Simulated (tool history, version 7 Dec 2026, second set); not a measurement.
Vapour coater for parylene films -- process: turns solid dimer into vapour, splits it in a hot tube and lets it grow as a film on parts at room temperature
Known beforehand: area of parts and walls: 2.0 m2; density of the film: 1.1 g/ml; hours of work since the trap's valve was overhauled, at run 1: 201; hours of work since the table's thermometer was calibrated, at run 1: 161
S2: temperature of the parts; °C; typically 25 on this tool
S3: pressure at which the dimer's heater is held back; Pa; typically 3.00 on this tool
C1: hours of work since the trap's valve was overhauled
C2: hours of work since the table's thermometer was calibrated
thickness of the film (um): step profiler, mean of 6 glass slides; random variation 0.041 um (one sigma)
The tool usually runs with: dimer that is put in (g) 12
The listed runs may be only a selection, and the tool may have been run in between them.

{"run": 1, "hour": 0.0, "dimer that is put in (g)": 12, "S2": 25, "S3": 3.0, "C1": 201, "C2": 161, "thickness of the film (um)": 4.37}
{"run": 2, "hour": 9.2, "dimer that is put in (g)": 12, "S2": 25, "S3": 3.0, "C1": 208, "C2": 168, "thickness of the film (um)": 4.48}
{"run": 3, "hour": 28.1, "dimer that is put in (g)": 12, "S2": 25, "S3": 3.0, "C1": 223, "C2": 182, "thickness of the film (um)": 4.41}
{"run": 4, "hour": 37.8, "dimer that is put in (g)": 12, "S2": 25, "S3": 3.0, "C1": 230, "C2": 190, "thickness of the film (um)": 4.37}
{"run": 5, "hour": 49.1, "dimer that is put in (g)": 12, "S2": 25, "S3": 3.0, "C1": 239, "C2": 199, "thickness of the film (um)": 4.37}
{"hour": 54.9, "done": "trap's valve overhauled"}
{"run": 6, "hour": 61.1, "dimer that is put in (g)": 12, "S2": 25, "S3": 8.06, "C1": 5, "C2": 205, "thickness of the film (um)": 3.75}
{"run": 7, "hour": 74.9, "dimer that is put in (g)": 12, "S2": 25, "S3": 8.06, "C1": 15, "C2": 215, "thickness of the film (um)": 3.75}
{"run": 8, "hour": 89.4, "dimer that is put in (g)": 12, "S2": 25, "S3": 8.06, "C1": 27, "C2": 227, "thickness of the film (um)": 3.8}
{"run": 9, "hour": 99.1, "dimer that is put in (g)": 12, "S2": 20, "S3": 3.0, "C1": 34, "C2": 234, "thickness of the film (um)": 5.33}
{"run": 10, "hour": 114.8, "dimer that is put in (g)": 12, "S2": 20, "S3": 9.9, "C1": 46, "C2": 246, "thickness of the film (um)": 4.5}
{"run": 11, "hour": 127.0, "dimer that is put in (g)": 12, "S2": 20, "S3": 9.9, "C1": 56, "C2": 255, "thickness of the film (um)": 4.45}
{"run": 12, "hour": 144.6, "dimer that is put in (g)": 12, "S2": 25, "S3": 3.0, "C1": 69, "C2": 269, "thickness of the film (um)": 4.49}
{"run": 13, "hour": 161.5, "dimer that is put in (g)": 12, "S2": 25, "S3": 3.0, "C1": 82, "C2": 282, "thickness of the film (um)": 4.39}
{"run": 14, "hour": 176.8, "dimer that is put in (g)": 12, "S2": 25, "S3": 3.0, "C1": 94, "C2": 294, "thickness of the film (um)": 4.4}
{"run": 15, "hour": 193.3, "dimer that is put in (g)": 10, "S2": 25, "S3": 3.0, "C1": 107, "C2": 307, "thickness of the film (um)": 3.72}
{"run": 16, "hour": 202.6, "dimer that is put in (g)": 10, "S2": 25, "S3": 3.0, "C1": 114, "C2": 314, "thickness of the film (um)": 3.73}
{"run": 17, "hour": 218.7, "dimer that is put in (g)": 10, "S2": 25, "S3": 3.0, "C1": 126, "C2": 326, "thickness of the film (um)": 3.73}
{"run": 18, "hour": 227.4, "dimer that is put in (g)": 10, "S2": 25, "S3": 3.0, "C1": 133, "C2": 333, "thickness of the film (um)": 3.73}
{"run": 19, "hour": 237.4, "dimer that is put in (g)": 10, "S2": 25, "S3": 3.0, "C1": 141, "C2": 341, "thickness of the film (um)": 3.66}
{"run": 20, "hour": 254.0, "dimer that is put in (g)": 16, "S2": 25, "S3": 3.0, "C1": 153, "C2": 353, "thickness of the film (um)": 5.87}
{"run": 21, "hour": 265.5, "dimer that is put in (g)": 16, "S2": 25, "S3": 3.0, "C1": 162, "C2": 362, "thickness of the film (um)": 5.96}
{"run": 22, "hour": 282.1, "dimer that is put in (g)": 12, "S2": 27, "S3": 3.0, "C1": 175, "C2": 375, "thickness of the film (um)": 4.11}
{"run": 23, "hour": 292.5, "dimer that is put in (g)": 12, "S2": 27, "S3": 3.0, "C1": 183, "C2": 383, "thickness of the film (um)": 4.08}
{"run": 24, "hour": 309.7, "dimer that is put in (g)": 12, "S2": 27, "S3": 3.0, "C1": 196, "C2": 396, "thickness of the film (um)": 4.08}
{"run": 25, "hour": 325.6, "dimer that is put in (g)": 12, "S2": 25, "S3": 6.35, "C1": 209, "C2": 409, "thickness of the film (um)": 3.85}
{"run": 26, "hour": 338.1, "dimer that is put in (g)": 12, "S2": 25, "S3": 6.35, "C1": 218, "C2": 418, "thickness of the film (um)": 3.88}
{"run": 27, "hour": 352.4, "dimer that is put in (g)": 18, "S2": 17, "S3": 2.33, "C1": 229, "C2": 429, "thickness of the film (um)": 7.97}
{"run": 28, "hour": 364.8, "dimer that is put in (g)": 18, "S2": 17, "S3": 2.33, "C1": 239, "C2": 439, "thickness of the film (um)": 7.9}
{"hour": 369.8, "done": "trap's valve overhauled"}
{"run": 29, "hour": 385.9, "dimer that is put in (g)": 18, "S2": 17, "S3": 2.33, "C1": 12, "C2": 452, "thickness of the film (um)": 8.04}
{"run": 30, "hour": 402.7, "dimer that is put in (g)": 12, "S2": 18, "S3": 2.96, "C1": 25, "C2": 465, "thickness of the film (um)": 5.33}
{"run": 31, "hour": 419.4, "dimer that is put in (g)": 7, "S2": 24, "S3": 2.49, "C1": 38, "C2": 478, "thickness of the film (um)": 2.75}
{"run": 32, "hour": 435.2, "dimer that is put in (g)": 12, "S2": 29, "S3": 3.12, "C1": 50, "C2": 490, "thickness of the film (um)": 3.78}
{"run": 33, "hour": 447.2, "dimer that is put in (g)": 10, "S2": 32, "S3": 3.12, "C1": 60, "C2": 499, "thickness of the film (um)": 2.82}
{"run": 34, "hour": 455.2, "dimer that is put in (g)": 10, "S2": 32, "S3": 3.12, "C1": 66, "C2": 505, "thickness of the film (um)": 2.74}
{"run": 35, "hour": 473.9, "dimer that is put in (g)": 10, "S2": 23, "S3": 3.13, "C1": 80, "C2": 520, "thickness of the film (um)": 3.97}
{"run": 36, "hour": 488.0, "dimer that is put in (g)": 17, "S2": 35, "S3": 3.13, "C1": 91, "C2": 531, "thickness of the film (um)": 4.2}
{"run": 37, "hour": 498.9, "dimer that is put in (g)": 8, "S2": 19, "S3": 2.56, "C1": 99, "C2": 539, "thickness of the film (um)": 3.53}
{"run": 38, "hour": 517.2, "dimer that is put in (g)": 7, "S2": 25, "S3": 4.62, "C1": 114, "C2": 553, "thickness of the film (um)": 2.41}
{"run": 39, "hour": 532.4, "dimer that is put in (g)": 10, "S2": 29, "S3": 4.62, "C1": 125, "C2": 565, "thickness of the film (um)": 2.89}
{"run": 40, "hour": 549.0, "dimer that is put in (g)": 12, "S2": 25, "S3": 3.73, "C1": 138, "C2": 578, "thickness of the film (um)": 4.27}
{"run": 41, "hour": 568.4, "dimer that is put in (g)": 12, "S2": 24, "S3": 4.26, "C1": 153, "C2": 593, "thickness of the film (um)": 4.29}
{"run": 42, "hour": 586.5, "dimer that is put in (g)": 12, "S2": 25, "S3": 11.6, "C1": 167, "C2": 607, "thickness of the film (um)": 3.54}
{"run": 43, "hour": 601.9, "dimer that is put in (g)": 17, "S2": 31, "S3": 2.9, "C1": 179, "C2": 618, "thickness of the film (um)": 4.88}
{"run": 44, "hour": 620.5, "dimer that is put in (g)": 17, "S2": 31, "S3": 2.9, "C1": 193, "C2": 633, "thickness of the film (um)": 4.94}
{"run": 45, "hour": 630.7, "dimer that is put in (g)": 17, "S2": 31, "S3": 2.9, "C1": 201, "C2": 641, "thickness of the film (um)": 4.91}
{"run": 46, "hour": 642.5, "dimer that is put in (g)": 17, "S2": 31, "S3": 2.9, "C1": 210, "C2": 650, "thickness of the film (um)": 4.96}

What differs in the tool's unlogged condition from the final listed run ahead of each entry between runs to the first listed run following it?
In the gap between runs 5 and 6: trap's valve overhauled (hour 54.9)
  vapour lost through the trap's worn valve, %: 0.6 -> 0
In the gap between runs 28 and 29: trap's valve overhauled (hour 369.8)
  vapour lost through the trap's worn valve, %: 0.5 -> 0.1
